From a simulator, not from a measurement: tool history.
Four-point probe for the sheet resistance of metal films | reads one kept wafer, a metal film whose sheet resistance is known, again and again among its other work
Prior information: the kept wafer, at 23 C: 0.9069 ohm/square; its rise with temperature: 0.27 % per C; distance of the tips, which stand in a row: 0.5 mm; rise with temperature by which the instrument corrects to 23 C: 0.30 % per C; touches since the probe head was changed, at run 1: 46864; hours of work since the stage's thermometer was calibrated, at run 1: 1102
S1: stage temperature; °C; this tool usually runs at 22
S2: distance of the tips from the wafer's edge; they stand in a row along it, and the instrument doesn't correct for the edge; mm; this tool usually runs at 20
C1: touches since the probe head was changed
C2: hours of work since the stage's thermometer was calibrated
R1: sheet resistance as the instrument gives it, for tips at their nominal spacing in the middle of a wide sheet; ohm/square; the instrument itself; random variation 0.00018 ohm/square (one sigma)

run	hour	S1	S2	C1	C2	R1
1	0	22	20	46864	1102	0.913062
2	16.8	22	31	47606	1114	0.912991
3	38.6	22	31	48567	1131	0.913145
4	75.2	22	31	50183	1159	0.913365
5	110.8	29	31	51756	1186	0.911992
6	141.2	29	31	53097	1209	0.912414
# hour 151.4: stage's thermometer calibrated
7	166.2	29	31	54177	11	0.912856
8	204.1	29	61	55848	40	0.913125
9	231.4	22	20	57053	61	0.914831
10	266.3	22	20	58596	88	0.914929
11	296.1	22	20	59911	110	0.915279
12	314.4	27	5	60717	124	0.918924
13	341	27	5	61892	145	0.919441
# hour 346.6: stage's thermometer calibrated, once more
14	360.3	20	31	62723	10	0.915043
15	388.4	21	12	63963	32	0.915559
16	417.9	25	54	65266	54	0.914073
17	457.1	25	54	66996	84	0.914155
18	485.3	25	54	68238	106	0.914748
19	521.4	25	54	69832	133	0.914888
20	556.1	20	6	71364	160	0.919355

What if the next run were any one of these 4? Each begins from the tool's condition after run 20:
A	593.3	33	51	73008	188	?
B	593.3	20	17	73008	188	?
C	593.3	26	46	73008	188	?
D	593.3	18	9	73008	188	?

run	R1
A	0.913776
B	0.916967
C	0.915241
D	0.918088
Had the tool no hidden state, the same runs would have come out as:
run	R1
A	0.905032
B	0.908189
C	0.906482
D	0.9093
